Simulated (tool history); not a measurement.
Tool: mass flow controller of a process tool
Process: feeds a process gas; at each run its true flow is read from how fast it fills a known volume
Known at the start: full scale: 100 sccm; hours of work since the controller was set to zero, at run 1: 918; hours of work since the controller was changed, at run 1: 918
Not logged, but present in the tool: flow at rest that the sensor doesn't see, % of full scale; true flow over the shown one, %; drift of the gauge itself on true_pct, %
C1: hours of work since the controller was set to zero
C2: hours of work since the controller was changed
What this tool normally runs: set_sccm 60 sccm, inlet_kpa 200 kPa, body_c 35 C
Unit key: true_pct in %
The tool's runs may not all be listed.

{"run": 1, "hour": 0.0, "set_sccm": 60, "inlet_kpa": 200, "body_c": 35, "C1": 918, "C2": 918, "true_pct": 98.91}
{"run": 2, "hour": 56.8, "set_sccm": 60, "inlet_kpa": 200, "body_c": 35, "C1": 937, "C2": 937, "true_pct": 98.84}
{"run": 3, "hour": 97.8, "set_sccm": 60, "inlet_kpa": 200, "body_c": 25, "C1": 950, "C2": 950, "true_pct": 99.13}
{"run": 4, "hour": 172.1, "set_sccm": 60, "inlet_kpa": 200, "body_c": 25, "C1": 975, "C2": 975, "true_pct": 99.19}
{"run": 5, "hour": 205.8, "set_sccm": 60, "inlet_kpa": 200, "body_c": 25, "C1": 986, "C2": 986, "true_pct": 99.16}
{"run": 6, "hour": 259.9, "set_sccm": 60, "inlet_kpa": 200, "body_c": 25, "C1": 1004, "C2": 1004, "true_pct": 99.2}
{"run": 7, "hour": 302.1, "set_sccm": 60, "inlet_kpa": 200, "body_c": 25, "C1": 1018, "C2": 1018, "true_pct": 99.18}
{"run": 8, "hour": 368.3, "set_sccm": 13, "inlet_kpa": 200, "body_c": 35, "C1": 1040, "C2": 1040, "true_pct": 98.63}
{"run": 9, "hour": 435.5, "set_sccm": 13, "inlet_kpa": 200, "body_c": 35, "C1": 1062, "C2": 1062, "true_pct": 98.6}
{"run": 10, "hour": 473.2, "set_sccm": 13, "inlet_kpa": 200, "body_c": 35, "C1": 1075, "C2": 1075, "true_pct": 98.57}
{"run": 11, "hour": 545.7, "set_sccm": 60, "inlet_kpa": 155, "body_c": 35, "C1": 1099, "C2": 1099, "true_pct": 98.57}
{"run": 12, "hour": 614.6, "set_sccm": 60, "inlet_kpa": 155, "body_c": 35, "C1": 1121, "C2": 1121, "true_pct": 98.48}
{"run": 13, "hour": 659.8, "set_sccm": 60, "inlet_kpa": 155, "body_c": 35, "C1": 1136, "C2": 1136, "true_pct": 98.73}
{"run": 14, "hour": 734.0, "set_sccm": 60, "inlet_kpa": 155, "body_c": 35, "C1": 1161, "C2": 1161, "true_pct": 98.58}
{"run": 15, "hour": 766.1, "set_sccm": 13, "inlet_kpa": 173, "body_c": 36, "C1": 1171, "C2": 1171, "true_pct": 98.39}
{"run": 16, "hour": 820.4, "set_sccm": 27, "inlet_kpa": 213, "body_c": 40, "C1": 1189, "C2": 1189, "true_pct": 98.14}
{"run": 17, "hour": 883.4, "set_sccm": 79, "inlet_kpa": 169, "body_c": 27, "C1": 1210, "C2": 1210, "true_pct": 99.54}
{"run": 18, "hour": 947.0, "set_sccm": 17, "inlet_kpa": 156, "body_c": 29, "C1": 1231, "C2": 1231, "true_pct": 98.37}
{"run": 19, "hour": 1024.3, "set_sccm": 17, "inlet_kpa": 156, "body_c": 29, "C1": 1257, "C2": 1257, "true_pct": 98.44}
{"run": 20, "hour": 1058.1, "set_sccm": 17, "inlet_kpa": 156, "body_c": 29, "C1": 1268, "C2": 1268, "true_pct": 98.5}
{"run": 21, "hour": 1116.9, "set_sccm": 17, "inlet_kpa": 156, "body_c": 29, "C1": 1288, "C2": 1288, "true_pct": 98.39}
{"run": 22, "hour": 1153.3, "set_sccm": 60, "inlet_kpa": 200, "body_c": 28, "C1": 1300, "C2": 1300, "true_pct": 99.2}
{"run": 23, "hour": 1220.6, "set_sccm": 21, "inlet_kpa": 200, "body_c": 22, "C1": 1322, "C2": 1322, "true_pct": 98.81}
{"run": 24, "hour": 1277.6, "set_sccm": 21, "inlet_kpa": 239, "body_c": 22, "C1": 1341, "C2": 1341, "true_pct": 99.1}

What if the next run were any one of these 4? Each begins from the tool's condition after run 24:
{"run": "A", "hour": 1341.8, "set_sccm": 16, "inlet_kpa": 249, "body_c": 29, "C1": 1362, "C2": 1362, "true_pct": "?"}
{"run": "B", "hour": 1341.8, "set_sccm": 37, "inlet_kpa": 239, "body_c": 22, "C1": 1362, "C2": 1362, "true_pct": "?"}
{"run": "C", "hour": 1341.8, "set_sccm": 10, "inlet_kpa": 185, "body_c": 26, "C1": 1362, "C2": 1362, "true_pct": "?"}
{"run": "D", "hour": 1341.8, "set_sccm": 60, "inlet_kpa": 183, "body_c": 35, "C1": 1362, "C2": 1362, "true_pct": "?"}

run=A true_pct=99.31
run=B true_pct=99.08
run=C true_pct=99.52
run=D true_pct=98.88
With the hidden condition removed and each run's random variation left untouched, the same runs would have given:
run=A true_pct=97.5
run=B true_pct=98.16
run=C true_pct=96.76
run=D true_pct=98.22
